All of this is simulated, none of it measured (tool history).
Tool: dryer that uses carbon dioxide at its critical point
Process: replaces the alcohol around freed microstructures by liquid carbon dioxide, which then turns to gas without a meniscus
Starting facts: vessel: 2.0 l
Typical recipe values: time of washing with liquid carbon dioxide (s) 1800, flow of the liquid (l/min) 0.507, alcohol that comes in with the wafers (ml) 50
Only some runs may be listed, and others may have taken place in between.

run	hour	time of washing with liquid carbon dioxide (s)	flow of the liquid (l/min)	alcohol that comes in with the wafers (ml)	alcohol left in the vessel before it's heated (ppm by volume)
1	0.0	1800	0.507	50	71
2	11.7	1800	0.507	50	72
3	35.8	1200	0.507	50	401
4	54.5	1800	0.655	50	46
5	79.0	2460	0.655	50	34
6	103.7	2460	0.655	21	35
7	114.8	2460	0.655	21	33
8	133.6	2460	0.655	21	46
9	148.8	1800	0.507	50	97
10	168.5	1800	0.507	50	99
11	192.5	1800	0.507	50	106
12	215.5	1800	0.507	50	105
13	228.7	1800	0.507	50	100
14	242.1	1800	0.507	50	123
15	253.9	1800	0.507	50	113
16	264.7	1800	0.507	50	115
17	289.9	1800	0.507	50	121
18	310.9	1800	0.692	50	67
# hour 316.6: inlet filter changed
19	330.2	1800	0.507	52	99
20	350.4	1740	0.507	50	105
21	363.3	1740	0.507	50	118
22	383.9	1740	0.507	50	114
23	397.0	1740	0.507	50	111
24	418.2	1320	0.350	50	888
25	430.3	1800	0.695	50	79
26	452.5	1200	0.364	36	809
27	467.9	2640	0.364	56	102
28	480.0	2640	0.364	56	116
29	498.4	1500	0.791	74	108
30	522.5	2400	0.457	50	100
31	533.2	2400	0.515	90	91
32	546.8	2400	0.399	26	105
33	569.0	2400	0.399	26	112
34	580.9	1140	0.761	67	191
35	599.4	1800	0.507	49	142
36	619.5	1800	0.507	49	137
37	630.3	1920	0.658	93	104
38	654.2	1920	0.658	93	119
39	670.6	1080	0.527	21	318
40	696.0	2100	0.305	24	242
41	711.6	1680	0.507	22	148
42	730.3	1980	0.464	88	201
43	741.6	2400	0.507	29	125
44	760.1	2400	0.507	29	122
45	773.2	1740	0.507	50	187
46	795.6	1620	0.717	38	137

A few steps of alcohol left in the vessel before it's heated (ppm by volume) between consecutive runs. Split each: what settings, incoming material and random variation would produce without the hidden state, and what is left over for the hidden state, along with gauge scatter present in only one of the two compared results (measured, and without hidden state):
Unlogged tool condition in this case: flow that reaches the vessel past the clogged filter, %; alcohol in the recycled carbon dioxide, ppm; drift of the gauge itself on alcohol_ppm, %.
Run 2 -> 3: time of washing with liquid carbon dioxide (s) 1800 -> 1200. alcohol left in the vessel before it's heated (ppm by volume) +329: hidden state +81, all else +248.
Run 3 -> 4: time of washing with liquid carbon dioxide (s) 1200 -> 1800, flow of the liquid (l/min) 0.507 -> 0.655. alcohol left in the vessel before it's heated (ppm by volume) -355: hidden state -88, all else -267.
Run 23 -> 24: time of washing with liquid carbon dioxide (s) 1740 -> 1320, flow of the liquid (l/min) 0.507 -> 0.350. alcohol left in the vessel before it's heated (ppm by volume) +777: hidden state +51, all else +726.
Run 24 -> 25: time of washing with liquid carbon dioxide (s) 1320 -> 1800, flow of the liquid (l/min) 0.350 -> 0.695. alcohol left in the vessel before it's heated (ppm by volume) -809: hidden state -50, all else -759.
Run 25 -> 26: time of washing with liquid carbon dioxide (s) 1800 -> 1200, flow of the liquid (l/min) 0.695 -> 0.364, alcohol that comes in with the wafers (ml) 50 -> 36. alcohol left in the vessel before it's heated (ppm by volume) +730: hidden state +58, all else +672.

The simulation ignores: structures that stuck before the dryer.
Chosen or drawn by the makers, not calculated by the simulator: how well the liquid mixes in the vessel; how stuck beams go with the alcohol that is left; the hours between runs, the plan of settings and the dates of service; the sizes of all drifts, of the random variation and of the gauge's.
